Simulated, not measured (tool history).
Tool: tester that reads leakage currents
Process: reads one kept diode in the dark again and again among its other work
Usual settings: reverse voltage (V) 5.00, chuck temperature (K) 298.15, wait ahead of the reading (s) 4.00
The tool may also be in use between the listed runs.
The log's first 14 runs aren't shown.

| run | day | reverse voltage (V) | chuck temperature (K) | wait ahead of the reading (s) | hours of work since the probe card was cleaned | hours of work since the tester was calibrated | hours of work since the chuck was calibrated | current that the tester gives (pA) |
|---|---|---|---|---|---|---|---|---|
| 15 | 84.954 | 5.00 | 298.15 | 4.00 | 280 | 1337 | 369 | 190.14 |
| 16 | 92.467 | 5.00 | 298.15 | 4.00 | 390 | 1447 | 479 | 194.42 |
| 17 | 97.250 | 5.00 | 298.15 | 0.35 | 460 | 1517 | 549 | 200.00 |
| 18 | 104.588 | 5.00 | 298.15 | 0.35 | 568 | 1624 | 656 | 201.62 |
| 19 | 109.850 | 2.67 | 298.15 | 0.35 | 645 | 1701 | 734 | 145.33 |
| 20 | 116.958 | 2.67 | 298.15 | 0.35 | 749 | 1806 | 838 | 146.47 |
|  | 119.242 | chuck's temperature calibrated |
| 21 | 123.283 | 2.67 | 298.15 | 0.35 | 840 | 1897 | 59 | 133.27 |
| 22 | 129.458 | 2.67 | 298.15 | 0.35 | 931 | 1988 | 150 | 134.99 |
| 23 | 136.588 | 2.95 | 302.15 | 7.32 | 1035 | 2092 | 254 | 195.61 |
| 24 | 140.575 | 2.95 | 302.15 | 7.32 | 1094 | 2151 | 313 | 196.24 |
| 25 | 147.592 | 2.95 | 302.15 | 7.32 | 1197 | 2253 | 416 | 199.14 |
| 26 | 156.288 | 5.24 | 298.15 | 7.77 | 1324 | 2381 | 543 | 203.99 |
| 27 | 160.371 | 1.54 | 298.15 | 1.86 | 1384 | 2441 | 603 | 106.16 |
| 28 | 168.492 | 17.83 | 323.15 | 2.86 | 1503 | 2560 | 722 | 2441.73 |
|  | 171.146 | probe card cleaned and baked |
| 29 | 175.792 | 17.83 | 323.15 | 2.86 | 68 | 2665 | 827 | 2444.07 |
|  | 179.258 | chuck's temperature calibrated |
| 30 | 182.221 | 17.83 | 323.15 | 2.86 | 161 | 2758 | 43 | 2222.14 |
| 31 | 188.217 | 1.94 | 298.15 | 2.10 | 249 | 2846 | 131 | 111.32 |
| 32 | 195.454 | 1.94 | 298.15 | 2.10 | 355 | 2952 | 237 | 113.92 |
| 33 | 199.238 | 7.59 | 298.15 | 0.66 | 411 | 3007 | 293 | 240.86 |
| 34 | 205.129 | 7.59 | 298.15 | 0.66 | 497 | 3094 | 379 | 243.47 |
| 35 | 209.212 | 7.59 | 298.15 | 0.66 | 557 | 3154 | 439 | 245.31 |
| 36 | 213.762 | 7.59 | 298.15 | 0.66 | 623 | 3220 | 506 | 246.79 |
| 37 | 221.650 | 3.97 | 299.15 | 0.66 | 739 | 3336 | 621 | 192.53 |
| 38 | 226.833 | 5.51 | 299.15 | 0.78 | 815 | 3412 | 697 | 231.12 |

Forecast run 39:
| 39 | 235.242 | 3.72 | 311.15 | 7.71 | 938 | 3535 | 821 | ? |

current that the tester gives (pA): 458.69
Without the tool's hidden state the same run would have given current that the tester gives (pA) 419.67.
